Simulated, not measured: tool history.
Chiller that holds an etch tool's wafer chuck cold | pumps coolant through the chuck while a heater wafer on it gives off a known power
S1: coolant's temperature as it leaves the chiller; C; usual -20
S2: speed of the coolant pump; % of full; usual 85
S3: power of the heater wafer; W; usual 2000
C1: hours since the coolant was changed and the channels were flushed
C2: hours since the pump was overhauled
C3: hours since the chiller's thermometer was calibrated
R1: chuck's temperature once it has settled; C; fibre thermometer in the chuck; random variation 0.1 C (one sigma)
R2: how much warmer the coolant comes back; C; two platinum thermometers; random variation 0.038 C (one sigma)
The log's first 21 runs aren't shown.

Run 22, hour 3034.3: usual settings but S1 -17 C, S2 86 % of full, S3 2080 W; C1 3611; C2 443; C3 2075. Result: R1 2.5 C, R2 8.02 C.
Run 23, hour 3222.6: usual settings but S1 -17 C, S2 86 % of full, S3 2080 W; C1 3800; C2 631; C3 2264. Result: R1 2.6 C, R2 8.20 C.
Run 24, hour 3325.8: usual settings but S1 -12 C, S2 69 % of full, S3 1122 W; C1 3903; C2 734; C3 2367. Result: R1 0.8 C, R2 5.61 C.
Run 25, hour 3512.2: usual settings but S1 -26 C, S2 91 % of full, S3 2879 W; C1 4089; C2 921; C3 2553. Result: R1 0.1 C, R2 10.62 C.
Run 26, hour 3665.9: usual settings but S1 -26 C, S2 91 % of full, S3 2879 W; C1 4243; C2 1074; C3 2707. Result: R1 0.2 C, R2 10.64 C.
Run 27, hour 3797.4: usual settings but S1 -26 C, S2 91 % of full, S3 2879 W; C1 4374; C2 1206; C3 2838. Result: R1 0.3 C, R2 10.60 C.
Run 28, hour 3906.3: usual settings but S1 -24 C, S2 87 % of full, S3 1132 W; C1 4483; C2 1315; C3 2947. Result: R1 -12.9 C, R2 4.42 C.
Run 29, hour 4088.0: usual settings but S1 -17 C, S2 69 % of full, S3 2746 W; C1 4665; C2 1496; C3 3129. Result: R1 14.8 C, R2 13.85 C.
At hour 4224.8: chiller's thermometer calibrated.
Run 30, hour 4224.8: usual settings but S1 -22 C, S2 75 % of full, S3 2063 W; C1 4801; C2 1632; C3 0. Result: R1 -0.1 C, R2 9.59 C.
Run 31, hour 4365.5: usual settings but S1 -22 C, S2 75 % of full, S3 2063 W; C1 4942; C2 1773; C3 141. Result: R1 0.3 C, R2 9.55 C.
Run 32, hour 4523.2: usual settings but S1 -22 C, S2 75 % of full, S3 2063 W; C1 5099; C2 1931; C3 298. Result: R1 0.3 C, R2 9.55 C.
Run 33, hour 4634.7: usual settings but S1 -10 C, S2 61 % of full; C1 5211; C2 2042; C3 410. Result: R1 15.9 C, R2 11.73 C.

3 ways to go on from here, each from the tool as it stands after run 33. What would each give?
Run A, hour 4797.3: usual settings but S1 -25 C, S2 72 % of full; C1 5373; C2 2205; C3 573. Result: R1 ?, R2 ?.
Run B, hour 4797.3: usual settings but S2 99 % of full, S3 2137 W; C1 5373; C2 2205; C3 573. Result: R1 ?, R2 ?.
Run C, hour 4797.3: usual settings but S2 64 % of full, S3 1935 W; C1 5373; C2 2205; C3 573. Result: R1 ?, R2 ?.

run    R1     R2
  A  -2.4   9.81
  B  -1.6   7.37
  C   4.2  10.77
Without the tool's hidden state the same runs would have given:
run    R1     R2
  A  -4.5   9.35
  B  -3.3   7.02
  C   1.9  10.26
